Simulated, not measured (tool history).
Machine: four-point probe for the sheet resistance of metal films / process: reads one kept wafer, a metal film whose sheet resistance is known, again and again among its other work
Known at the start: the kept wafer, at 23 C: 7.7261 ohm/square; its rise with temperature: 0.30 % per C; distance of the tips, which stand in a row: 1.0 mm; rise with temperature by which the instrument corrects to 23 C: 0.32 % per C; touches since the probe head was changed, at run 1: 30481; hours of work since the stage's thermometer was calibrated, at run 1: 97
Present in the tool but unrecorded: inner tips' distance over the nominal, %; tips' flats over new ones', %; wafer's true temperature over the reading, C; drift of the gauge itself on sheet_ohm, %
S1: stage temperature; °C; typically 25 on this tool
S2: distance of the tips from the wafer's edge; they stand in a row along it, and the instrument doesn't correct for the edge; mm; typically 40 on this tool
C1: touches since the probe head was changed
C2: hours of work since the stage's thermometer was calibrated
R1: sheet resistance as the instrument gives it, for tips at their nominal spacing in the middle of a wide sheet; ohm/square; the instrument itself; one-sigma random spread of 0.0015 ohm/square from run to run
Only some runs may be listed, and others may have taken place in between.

run   hour  S1  S2     C1   C2        R1
  1      0  25  40  30481   97  7.680167
  2   11.5  21  40  31080  106  7.686122
  3   28.8  21  40  31978  120  7.685024
  4   38.9  21  40  32499  128  7.684699
  5   49.5  21  40  33054  136   7.68857
  6   61.7  21  40  33688  146   7.68499
  7   77.2  21  40  34489  158   7.68553
  8   89.1  25  40  35111  168  7.679038
  9  107.1  25  40  36044  182  7.678778
 10  118.7  25  40  36645  191  7.677257
 11  136.6  25  16  37575  205   7.68944
 12  149.3  23  40  38233  215  7.679586
 13  157.8  30  40  38677  222  7.668243
 14  170.1  21  45  39315  232  7.681914
 15  185.4  21  45  40108  244  7.679709
 16  199.6  21  45  40846  255  7.679919
 17  212.4  23  63  41511  265  7.676682
 18  226.4  23  63  42238  276  7.674954
 19  246.2  32  19  43266  292  7.670668
 20  259.7  32  19  43968  302  7.670767
 21  280.2  19  51  45036  319  7.683869
 22  293.2  24  40  45708  329  7.672447
 23  306.2  24  40  46384  339  7.674479
 24  315.5  24  40  46868  346   7.67488
 25    335  31   8  47880  362  7.725121
 26  355.6  22  13  48948  378  7.700772

Below are 4 alternative next runs, each starting from the tool's condition after run 26. Predict each:
  A   367  31   9  49543  387   ?
  B   367  26   7  49543  387   ?
  C   367  22   4  49543  387   ?
  D   367  22  53  49543  387   ?

run        R1
  A  7.709102
  B  7.752599
  C   7.92386
  D  7.678018
Had the tool no hidden state, the same runs would have come out as:
run        R1
  A  7.762689
  B  7.806452
  C   7.97879
  D  7.731384

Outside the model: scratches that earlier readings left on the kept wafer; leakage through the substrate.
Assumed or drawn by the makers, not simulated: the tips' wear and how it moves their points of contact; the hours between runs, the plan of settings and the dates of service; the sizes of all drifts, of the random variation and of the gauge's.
